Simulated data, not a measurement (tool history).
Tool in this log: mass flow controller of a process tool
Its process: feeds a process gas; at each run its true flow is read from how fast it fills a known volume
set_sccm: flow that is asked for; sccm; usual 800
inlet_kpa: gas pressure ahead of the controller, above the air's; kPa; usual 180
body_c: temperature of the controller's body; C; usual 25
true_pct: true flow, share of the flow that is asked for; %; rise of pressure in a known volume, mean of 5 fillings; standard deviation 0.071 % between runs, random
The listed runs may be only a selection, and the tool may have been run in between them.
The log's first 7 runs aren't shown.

run	hour	set_sccm	inlet_kpa	body_c	true_pct
8	981.9	800	180	25	100.00
9	1115.9	800	180	25	100.07
10	1260.5	800	180	22	99.90
11	1414.5	800	180	25	100.18
12	1530.4	800	180	26	100.23
13	1687.1	800	180	26	100.33
14	1776.2	800	180	25	100.11
15	1895.9	800	180	25	100.19
16	1995.1	800	180	25	100.24
17	2097.7	800	180	24	100.18
18	2228.3	800	210	24	100.12
19	2360.6	800	210	24	99.97
20	2447.8	800	210	24	100.14
21	2552.6	800	180	25	100.23
22	2674.2	800	180	25	100.28
23	2761.9	800	180	25	100.32
24	2905.5	800	180	25	100.29
25	3082.8	800	180	25	100.36
26	3231.9	226	204	31	100.43

Run 27 comes next. What will it give?
27	3391.7	597	204	29	?

true_pct: 100.40 %
Take away the tool's hidden state, keep the run-to-run variation as it was, and the same run would have given true_pct 99.66 %.

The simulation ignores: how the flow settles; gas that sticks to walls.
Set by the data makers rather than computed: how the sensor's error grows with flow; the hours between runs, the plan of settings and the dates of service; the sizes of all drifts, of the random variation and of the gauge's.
